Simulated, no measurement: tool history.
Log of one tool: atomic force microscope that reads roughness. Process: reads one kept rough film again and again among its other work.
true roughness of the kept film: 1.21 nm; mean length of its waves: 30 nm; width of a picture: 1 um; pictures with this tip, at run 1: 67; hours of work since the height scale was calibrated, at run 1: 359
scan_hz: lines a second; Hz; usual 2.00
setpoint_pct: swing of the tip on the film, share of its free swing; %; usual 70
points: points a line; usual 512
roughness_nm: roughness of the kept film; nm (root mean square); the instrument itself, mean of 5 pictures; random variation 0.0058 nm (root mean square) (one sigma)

| run | hour | scan_hz | setpoint_pct | points | pictures with this tip | hours of work since the height scale was calibrated | roughness_nm |
|---|---|---|---|---|---|---|---|
| 1 | 0.0 | 2.00 | 70 | 512 | 67 | 359 | 1.041 |
| 2 | 12.5 | 2.00 | 70 | 512 | 90 | 367 | 1.037 |
| 3 | 27.2 | 2.00 | 70 | 512 | 116 | 376 | 1.022 |
| 4 | 41.3 | 2.00 | 70 | 512 | 140 | 385 | 1.023 |
| 5 | 56.1 | 1.92 | 70 | 512 | 166 | 394 | 1.019 |
| 6 | 71.9 | 0.54 | 70 | 512 | 195 | 404 | 1.092 |
|  | 73.7 | height scale calibrated on a step standard |
| 7 | 80.1 | 0.54 | 70 | 512 | 207 | 4 | 1.080 |
| 8 | 90.6 | 3.29 | 70 | 512 | 226 | 11 | 0.934 |
| 9 | 102.8 | 1.41 | 70 | 512 | 247 | 18 | 1.025 |
| 10 | 110.0 | 1.41 | 70 | 512 | 260 | 23 | 1.014 |
|  | 112.7 | height scale calibrated on a step standard, once more |
| 11 | 122.7 | 0.62 | 70 | 512 | 281 | 6 | 1.044 |
|  | 124.2 | new tip fitted |
| 12 | 133.7 | 0.62 | 70 | 512 | 16 | 13 | 1.135 |
| 13 | 144.8 | 0.62 | 70 | 512 | 36 | 20 | 1.127 |
| 14 | 161.0 | 3.69 | 64 | 357 | 65 | 30 | 1.008 |
| 15 | 171.9 | 3.69 | 64 | 357 | 84 | 37 | 0.998 |
| 16 | 179.5 | 1.24 | 66 | 512 | 97 | 42 | 1.082 |
| 17 | 192.0 | 0.54 | 85 | 512 | 119 | 50 | 1.063 |
| 18 | 205.2 | 3.81 | 86 | 628 | 143 | 58 | 0.761 |
| 19 | 218.0 | 3.81 | 86 | 628 | 165 | 66 | 0.754 |
| 20 | 229.4 | 3.36 | 82 | 392 | 185 | 73 | 0.818 |
| 21 | 238.8 | 3.36 | 82 | 392 | 202 | 79 | 0.815 |
| 22 | 254.4 | 0.59 | 85 | 380 | 230 | 89 | 1.014 |

Some steps in roughness_nm between neighbouring runs. How much of each would the tool show without its hidden state too (settings, what came in, random variation), and how much is left for the hidden state, with any gauge scatter that isn't in both results?
The hidden state here: radius of the tip, nm; height scale over the true one, %; drift of the gauge itself on roughness_nm, %.
Run 11 -> 12: new tip fitted. roughness_nm +0.091 nm (root mean square): hidden state +0.083, all else +0.008.
Run 17 -> 18: scan_hz 0.54 -> 3.81, setpoint_pct 85 -> 86, points 512 -> 628. roughness_nm -0.302 nm (root mean square): hidden state +0.006, all else -0.308.
Run 21 -> 22: scan_hz 3.36 -> 0.59, setpoint_pct 82 -> 85, points 392 -> 380. roughness_nm +0.199 nm (root mean square): hidden state -0.020, all else +0.219.

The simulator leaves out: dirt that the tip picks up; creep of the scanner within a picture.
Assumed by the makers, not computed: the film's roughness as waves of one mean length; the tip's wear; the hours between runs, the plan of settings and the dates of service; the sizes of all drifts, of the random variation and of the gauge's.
